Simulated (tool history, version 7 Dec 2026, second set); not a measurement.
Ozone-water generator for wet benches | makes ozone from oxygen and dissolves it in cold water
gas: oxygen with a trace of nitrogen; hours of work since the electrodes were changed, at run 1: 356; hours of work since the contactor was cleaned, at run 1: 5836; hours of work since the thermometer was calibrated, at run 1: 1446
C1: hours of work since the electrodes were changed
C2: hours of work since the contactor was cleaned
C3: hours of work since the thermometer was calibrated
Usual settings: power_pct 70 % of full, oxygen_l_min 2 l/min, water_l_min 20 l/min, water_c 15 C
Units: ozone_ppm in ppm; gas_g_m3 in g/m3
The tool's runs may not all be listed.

Run 1, day 0: usual settings; C1 356; C2 5836; C3 1446. Result: ozone_ppm 10.2 ppm, gas_g_m3 156.7 g/m3.
Run 2, day 2.571: usual settings; C1 397; C2 5877; C3 1487. Result: ozone_ppm 10.5 ppm, gas_g_m3 156.6 g/m3.
Run 3, day 5.283: usual settings but water_c 7 C; C1 441; C2 5921; C3 1531. Result: ozone_ppm 10.9 ppm, gas_g_m3 157.6 g/m3.
Run 4, day 7.204: usual settings but water_c 11 C; C1 472; C2 5952; C3 1562. Result: ozone_ppm 10.4 ppm, gas_g_m3 158.6 g/m3.
Run 5, day 8.475: usual settings but water_c 11 C; C1 492; C2 5972; C3 1582. Result: ozone_ppm 10.5 ppm, gas_g_m3 159.3 g/m3.
Run 6, day 11.054: usual settings but oxygen_l_min 2.5 l/min, water_c 11 C; C1 534; C2 6014; C3 1624. Result: ozone_ppm 11.7 ppm, gas_g_m3 144.9 g/m3.
Run 7, day 12.621: usual settings but oxygen_l_min 2.5 l/min, water_c 11 C; C1 559; C2 6039; C3 1649. Result: ozone_ppm 11.7 ppm, gas_g_m3 145.6 g/m3.
Run 8, day 14.258: usual settings; C1 586; C2 6066; C3 1676. Result: ozone_ppm 10.4 ppm, gas_g_m3 160.4 g/m3.
Run 9, day 16.75: usual settings but power_pct 46 % of full; C1 626; C2 6106; C3 1716. Result: ozone_ppm 8.1 ppm, gas_g_m3 126.2 g/m3.
Run 10, day 18.212: usual settings but water_l_min 15 l/min; C1 649; C2 6129; C3 1739. Result: ozone_ppm 13.3 ppm, gas_g_m3 162.1 g/m3.
Run 11, day 19.888: usual settings but water_l_min 15 l/min; C1 676; C2 6156; C3 1766. Result: ozone_ppm 13.6 ppm, gas_g_m3 161.5 g/m3.
Run 12, day 22.438: usual settings but oxygen_l_min 2.26 l/min; C1 717; C2 6197; C3 1808. Result: ozone_ppm 10.7 ppm, gas_g_m3 151.9 g/m3.
At day 22.608: gauge calibrated.
Run 13, day 24.246: usual settings but power_pct 50 % of full, oxygen_l_min 1.66 l/min; C1 747; C2 6227; C3 1837. Result: ozone_ppm 8.1 ppm, gas_g_m3 140.6 g/m3.
Run 14, day 25.433: usual settings but oxygen_l_min 3.48 l/min, water_l_min 30 l/min; C1 766; C2 6246; C3 1856. Result: ozone_ppm 8.4 ppm, gas_g_m3 122.9 g/m3.
Run 15, day 27.358: usual settings but water_l_min 19 l/min, water_c 8 C; C1 797; C2 6277; C3 1887. Result: ozone_ppm 11.3 ppm, gas_g_m3 158.2 g/m3.
Run 16, day 29.208: usual settings but water_l_min 22 l/min, water_c 16 C; C1 827; C2 6307; C3 1917. Result: ozone_ppm 9.4 ppm, gas_g_m3 160.3 g/m3.

Run 17 comes next. What will it give?
Run 17, day 31.446: usual settings but water_l_min 22 l/min, water_c 16 C; C1 863; C2 6343; C3 1953. Result: ozone_ppm ?, gas_g_m3 ?.

{"run 17": {"ozone_ppm": 9.3, "gas_g_m3": 157.2}}
Without the tool's hidden state the same run would have given ozone_ppm 9.3 ppm, gas_g_m3 155.4 g/m3.
